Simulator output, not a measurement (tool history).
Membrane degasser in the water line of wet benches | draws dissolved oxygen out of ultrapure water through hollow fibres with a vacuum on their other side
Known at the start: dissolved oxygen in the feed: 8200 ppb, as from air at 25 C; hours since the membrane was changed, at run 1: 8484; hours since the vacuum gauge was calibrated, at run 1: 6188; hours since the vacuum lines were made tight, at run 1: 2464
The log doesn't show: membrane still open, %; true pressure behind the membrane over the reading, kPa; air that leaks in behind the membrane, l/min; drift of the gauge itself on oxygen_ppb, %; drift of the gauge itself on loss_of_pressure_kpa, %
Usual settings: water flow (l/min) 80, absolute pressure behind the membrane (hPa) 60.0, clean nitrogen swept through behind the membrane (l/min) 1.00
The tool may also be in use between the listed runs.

run	hour	water flow (l/min)	absolute pressure behind the membrane (hPa)	clean nitrogen swept through behind the membrane (l/min)	hours since the membrane was changed	hours since the vacuum gauge was calibrated	hours since the vacuum lines were made tight	dissolved oxygen in the water behind the degasser (ppb)	pressure that the water loses in the fibres (hPa)
1	0.0	80	60.0	1.00	8484	6188	2464	403.0	598.8
2	127.6	113	60.0	1.00	8612	6315	2592	523.1	842.1
3	311.3	80	85.4	1.00	8795	6499	2776	710.6	597.7
4	424.6	80	60.0	1.00	8909	6612	2889	406.9	597.5
5	559.6	80	60.0	1.00	9044	6747	3024	405.8	600.9
6	645.1	80	60.0	1.00	9129	6833	3109	409.6	594.2
7	827.6	80	60.0	1.69	9312	7015	3292	289.7	596.8
8	1026.6	80	60.0	1.69	9511	7214	3491	285.8	598.5
9	1206.5	80	60.0	1.67	9690	7394	3671	289.1	603.5
10	1325.7	100	60.0	1.67	9810	7513	3790	347.1	748.2
11	1442.3	80	60.0	1.06	9926	7630	3907	399.0	602.5
12	1555.5	80	60.0	1.00	10039	7743	4020	412.6	601.6
13	1730.7	80	60.0	1.00	10215	7918	4195	413.7	598.8
14	1939.3	53	60.0	1.00	10423	8127	4404	302.8	398.6
15	2084.2	80	60.0	1.00	10568	8272	4548	416.9	603.7
16	2216.2	80	60.0	1.00	10700	8404	4680	417.1	605.5
17	2333.6	80	60.0	1.00	10818	8521	4798	414.7	600.2
18	2475.4	80	60.0	1.00	10959	8663	4940	412.2	600.9
# hour 2568.8: vacuum gauge calibrated
19	2623.9	81	116.9	1.00	11107	55	5088	1111.7	608.0
20	2779.8	80	89.3	1.18	11263	211	5244	716.3	605.4
21	2881.4	49	64.8	0.96	11365	313	5345	358.6	369.1
22	2979.7	114	103.3	0.97	11463	411	5443	1233.7	865.0
23	3145.6	114	103.3	0.91	11629	577	5609	1242.7	860.4
24	3287.1	114	103.3	0.91	11771	718	5751	1260.6	861.5
25	3403.1	75	58.2	0.70	11887	834	5867	505.7	568.2
26	3506.2	84	96.7	0.70	11990	937	5970	1117.0	631.9
27	3680.7	84	96.7	0.70	12164	1112	6144	1108.0	635.3
# hour 3739.5: vacuum gauge calibrated, once more
28	3798.6	80	54.8	1.47	12282	59	6262	244.3	605.6
29	3981.5	51	121.4	1.30	12464	242	6445	669.9	389.2
30	4138.1	51	121.4	1.30	12621	399	6601	666.9	386.5
31	4289.9	89	83.2	1.06	12773	550	6753	685.0	675.7
# hour 4493.3: seals of the vacuum lines changed
32	4503.6	89	83.2	1.06	12985	762	10	696.2	677.4

How the hidden state differs across the entries between the runs, from the last listed run before each to the first after it:
Between runs 18 and 19: vacuum gauge calibrated (hour 2568.8)
  true pressure behind the membrane over the reading, kPa: 0.33 -> 0.56; air that leaks in behind the membrane, l/min: 0.018 -> 0.0184
  measured less the result without the state, dissolved oxygen in the water behind the degasser (ppb): +41.8 -> +61.1; pressure that the water loses in the fibres (hPa): +21.5 -> +22.1
Between runs 27 and 28: vacuum gauge calibrated, once more (hour 3739.5)
  true pressure behind the membrane over the reading, kPa: 0.6 -> 0.02; air that leaks in behind the membrane, l/min: 0.0216 -> 0.022
  measured less the result without the state, dissolved oxygen in the water behind the degasser (ppb): +81.2 -> +5.7; pressure that the water loses in the fibres (hPa): +25.2 -> +24.3
Between runs 31 and 32: seals of the vacuum lines changed (hour 4493.3)
  true pressure behind the membrane over the reading, kPa: 0.04 -> 0.05; air that leaks in behind the membrane, l/min: 0.0235 -> 0.0026
  measured less the result without the state, dissolved oxygen in the water behind the degasser (ppb): +6.5 -> +10.6; pressure that the water loses in the fibres (hPa): +28.2 -> +28.7
